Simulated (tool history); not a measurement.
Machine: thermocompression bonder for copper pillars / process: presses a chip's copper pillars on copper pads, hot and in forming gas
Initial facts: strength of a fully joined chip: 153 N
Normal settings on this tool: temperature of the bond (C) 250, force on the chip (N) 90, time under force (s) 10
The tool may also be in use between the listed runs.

run	hour	temperature of the bond (C)	force on the chip (N)	time under force (s)	force that shears a chip off (N)
1	0.0	250	90	10	101.1
2	40.6	250	90	10	99.8
3	71.5	250	90	10	99.6
4	118.5	250	90	10	98.7
5	146.6	250	90	10	96.4
# hour 152.2: heater calibrated with a thermocouple chip
# hour 162.8: forming gas filter changed
6	195.8	253	80	26	124.2
7	230.6	224	96	5	55.8
# hour 265.9: heater calibrated with a thermocouple chip, once more
8	293.0	224	96	5	60.2
9	324.1	224	96	5	58.6
10	363.2	229	90	12	82.8

Consider 3 possible next runs. They are alternatives, not a sequence: every one starts from the tool as it was left by run 10. What does each give?
A	393.8	248	124	11	?
B	393.8	264	90	10	?
C	393.8	231	90	10	?

run	force that shears a chip off (N)
A	114.1
B	115.3
C	80.6
Stripped of hidden state, with their random variation kept, the same runs would have yielded:
run	force that shears a chip off (N)
A	122.1
B	123.3
C	86.4
